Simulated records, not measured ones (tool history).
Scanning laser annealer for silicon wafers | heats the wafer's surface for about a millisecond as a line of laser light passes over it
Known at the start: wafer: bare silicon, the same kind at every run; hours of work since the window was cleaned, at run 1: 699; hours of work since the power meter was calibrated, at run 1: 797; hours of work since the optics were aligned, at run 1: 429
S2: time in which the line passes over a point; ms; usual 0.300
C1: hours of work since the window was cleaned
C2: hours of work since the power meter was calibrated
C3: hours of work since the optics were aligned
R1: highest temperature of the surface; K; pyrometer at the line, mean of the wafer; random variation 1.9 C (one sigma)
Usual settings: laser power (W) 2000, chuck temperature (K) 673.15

{"run": 1, "hour": 0.0, "laser power (W)": 2000, "S2": 0.3, "chuck temperature (K)": 673.15, "C1": 699, "C2": 797, "C3": 429, "R1": 1392.15}
{"run": 2, "hour": 32.9, "laser power (W)": 2000, "S2": 0.3, "chuck temperature (K)": 673.15, "C1": 718, "C2": 815, "C3": 447, "R1": 1393.15}
{"run": 3, "hour": 51.2, "laser power (W)": 2000, "S2": 0.3, "chuck temperature (K)": 673.15, "C1": 728, "C2": 825, "C3": 458, "R1": 1394.15}
{"hour": 69.9, "done": "window over the wafer cleaned"}
{"run": 4, "hour": 83.4, "laser power (W)": 2069, "S2": 0.3, "chuck temperature (K)": 673.15, "C1": 7, "C2": 842, "C3": 474, "R1": 1444.15}
{"run": 5, "hour": 120.5, "laser power (W)": 2000, "S2": 0.227, "chuck temperature (K)": 673.15, "C1": 28, "C2": 863, "C3": 495, "R1": 1313.15}
{"run": 6, "hour": 154.0, "laser power (W)": 2040, "S2": 0.3, "chuck temperature (K)": 673.15, "C1": 47, "C2": 881, "C3": 514, "R1": 1431.15}
{"run": 7, "hour": 190.5, "laser power (W)": 2040, "S2": 0.3, "chuck temperature (K)": 673.15, "C1": 67, "C2": 902, "C3": 534, "R1": 1429.15}
{"run": 8, "hour": 227.4, "laser power (W)": 2040, "S2": 0.3, "chuck temperature (K)": 673.15, "C1": 88, "C2": 922, "C3": 554, "R1": 1430.15}
{"run": 9, "hour": 248.1, "laser power (W)": 2040, "S2": 0.3, "chuck temperature (K)": 673.15, "C1": 99, "C2": 934, "C3": 566, "R1": 1427.15}
{"run": 10, "hour": 270.2, "laser power (W)": 2040, "S2": 0.3, "chuck temperature (K)": 673.15, "C1": 111, "C2": 946, "C3": 578, "R1": 1426.15}
{"run": 11, "hour": 309.3, "laser power (W)": 2040, "S2": 0.3, "chuck temperature (K)": 657.15, "C1": 133, "C2": 968, "C3": 600, "R1": 1412.15}
{"run": 12, "hour": 345.6, "laser power (W)": 2040, "S2": 0.359, "chuck temperature (K)": 657.15, "C1": 153, "C2": 988, "C3": 620, "R1": 1486.15}
{"run": 13, "hour": 373.5, "laser power (W)": 2040, "S2": 0.359, "chuck temperature (K)": 657.15, "C1": 169, "C2": 1003, "C3": 636, "R1": 1482.15}
{"run": 14, "hour": 398.2, "laser power (W)": 2000, "S2": 0.3, "chuck temperature (K)": 673.15, "C1": 182, "C2": 1017, "C3": 649, "R1": 1409.15}
{"run": 15, "hour": 440.7, "laser power (W)": 2000, "S2": 0.359, "chuck temperature (K)": 673.15, "C1": 206, "C2": 1041, "C3": 673, "R1": 1481.15}
{"run": 16, "hour": 476.7, "laser power (W)": 2000, "S2": 0.232, "chuck temperature (K)": 673.15, "C1": 226, "C2": 1061, "C3": 693, "R1": 1314.15}
{"hour": 484.7, "done": "optics aligned, line set to its width"}
{"run": 17, "hour": 501.0, "laser power (W)": 2000, "S2": 0.3, "chuck temperature (K)": 673.15, "C1": 237, "C2": 1071, "C3": 9, "R1": 1410.15}
{"run": 18, "hour": 542.0, "laser power (W)": 2000, "S2": 0.3, "chuck temperature (K)": 673.15, "C1": 260, "C2": 1094, "C3": 32, "R1": 1404.15}
{"run": 19, "hour": 573.9, "laser power (W)": 1708, "S2": 0.3, "chuck temperature (K)": 673.15, "C1": 277, "C2": 1112, "C3": 50, "R1": 1283.15}
{"run": 20, "hour": 591.8, "laser power (W)": 2000, "S2": 0.3, "chuck temperature (K)": 673.15, "C1": 287, "C2": 1122, "C3": 60, "R1": 1401.15}
{"hour": 633.4, "done": "optics aligned, line set to its width, once more"}
{"run": 21, "hour": 637.1, "laser power (W)": 2000, "S2": 0.3, "chuck temperature (K)": 673.15, "C1": 310, "C2": 1144, "C3": 2, "R1": 1410.15}
{"run": 22, "hour": 674.6, "laser power (W)": 2036, "S2": 0.353, "chuck temperature (K)": 673.15, "C1": 331, "C2": 1165, "C3": 23, "R1": 1493.15}
{"run": 23, "hour": 700.6, "laser power (W)": 2036, "S2": 0.353, "chuck temperature (K)": 673.15, "C1": 345, "C2": 1180, "C3": 37, "R1": 1488.15}
{"run": 24, "hour": 728.1, "laser power (W)": 1939, "S2": 0.281, "chuck temperature (K)": 694.15, "C1": 360, "C2": 1195, "C3": 53, "R1": 1382.15}
{"run": 25, "hour": 756.9, "laser power (W)": 1939, "S2": 0.281, "chuck temperature (K)": 694.15, "C1": 376, "C2": 1211, "C3": 69, "R1": 1381.15}
{"run": 26, "hour": 779.1, "laser power (W)": 2038, "S2": 0.3, "chuck temperature (K)": 694.15, "C1": 389, "C2": 1223, "C3": 81, "R1": 1445.15}
{"run": 27, "hour": 823.1, "laser power (W)": 2038, "S2": 0.262, "chuck temperature (K)": 690.15, "C1": 413, "C2": 1248, "C3": 105, "R1": 1389.15}
{"run": 28, "hour": 841.2, "laser power (W)": 1737, "S2": 0.333, "chuck temperature (K)": 702.15, "C1": 423, "C2": 1258, "C3": 116, "R1": 1363.15}
{"run": 29, "hour": 858.9, "laser power (W)": 1784, "S2": 0.3, "chuck temperature (K)": 670.15, "C1": 433, "C2": 1268, "C3": 125, "R1": 1313.15}
{"run": 30, "hour": 882.5, "laser power (W)": 1784, "S2": 0.3, "chuck temperature (K)": 670.15, "C1": 446, "C2": 1281, "C3": 138, "R1": 1311.15}
{"run": 31, "hour": 907.8, "laser power (W)": 1784, "S2": 0.3, "chuck temperature (K)": 670.15, "C1": 460, "C2": 1295, "C3": 153, "R1": 1314.15}
{"run": 32, "hour": 948.5, "laser power (W)": 1786, "S2": 0.3, "chuck temperature (K)": 670.15, "C1": 483, "C2": 1317, "C3": 175, "R1": 1313.15}
{"run": 33, "hour": 988.8, "laser power (W)": 1891, "S2": 0.308, "chuck temperature (K)": 653.15, "C1": 505, "C2": 1340, "C3": 198, "R1": 1348.15}
{"run": 34, "hour": 1022.8, "laser power (W)": 1891, "S2": 0.308, "chuck temperature (K)": 653.15, "C1": 524, "C2": 1359, "C3": 216, "R1": 1350.15}
{"run": 35, "hour": 1042.9, "laser power (W)": 2087, "S2": 0.288, "chuck temperature (K)": 687.15, "C1": 535, "C2": 1370, "C3": 228, "R1": 1438.15}
{"run": 36, "hour": 1065.3, "laser power (W)": 2130, "S2": 0.214, "chuck temperature (K)": 689.15, "C1": 548, "C2": 1382, "C3": 240, "R1": 1350.15}
{"run": 37, "hour": 1094.1, "laser power (W)": 1856, "S2": 0.3, "chuck temperature (K)": 664.15, "C1": 564, "C2": 1398, "C3": 256, "R1": 1334.15}
{"run": 38, "hour": 1132.9, "laser power (W)": 1856, "S2": 0.3, "chuck temperature (K)": 664.15, "C1": 585, "C2": 1420, "C3": 278, "R1": 1335.15}
{"run": 39, "hour": 1152.7, "laser power (W)": 1856, "S2": 0.3, "chuck temperature (K)": 664.15, "C1": 596, "C2": 1431, "C3": 289, "R1": 1332.15}
{"run": 40, "hour": 1171.7, "laser power (W)": 1856, "S2": 0.3, "chuck temperature (K)": 664.15, "C1": 607, "C2": 1442, "C3": 299, "R1": 1334.15}
{"run": 41, "hour": 1199.8, "laser power (W)": 1998, "S2": 0.344, "chuck temperature (K)": 664.15, "C1": 623, "C2": 1457, "C3": 315, "R1": 1440.15}

Forecast each of these 4 alternatives for the next run:
{"run": "A", "hour": 1223.0, "laser power (W)": 1774, "S2": 0.344, "chuck temperature (K)": 664.15, "C1": 636, "C2": 1470, "C3": 328, "R1": "?"}
{"run": "B", "hour": 1223.0, "laser power (W)": 2172, "S2": 0.344, "chuck temperature (K)": 664.15, "C1": 636, "C2": 1470, "C3": 328, "R1": "?"}
{"run": "C", "hour": 1223.0, "laser power (W)": 2171, "S2": 0.314, "chuck temperature (K)": 708.15, "C1": 636, "C2": 1470, "C3": 328, "R1": "?"}
{"run": "D", "hour": 1223.0, "laser power (W)": 1915, "S2": 0.249, "chuck temperature (K)": 633.15, "C1": 636, "C2": 1470, "C3": 328, "R1": "?"}

run=A R1=1345.15
run=B R1=1518.15
run=C R1=1522.15
run=D R1=1261.15
Without the tool's hidden state the same runs would have given:
run=A R1=1362.15
run=B R1=1540.15
run=C R1=1543.15
run=D R1=1277.15
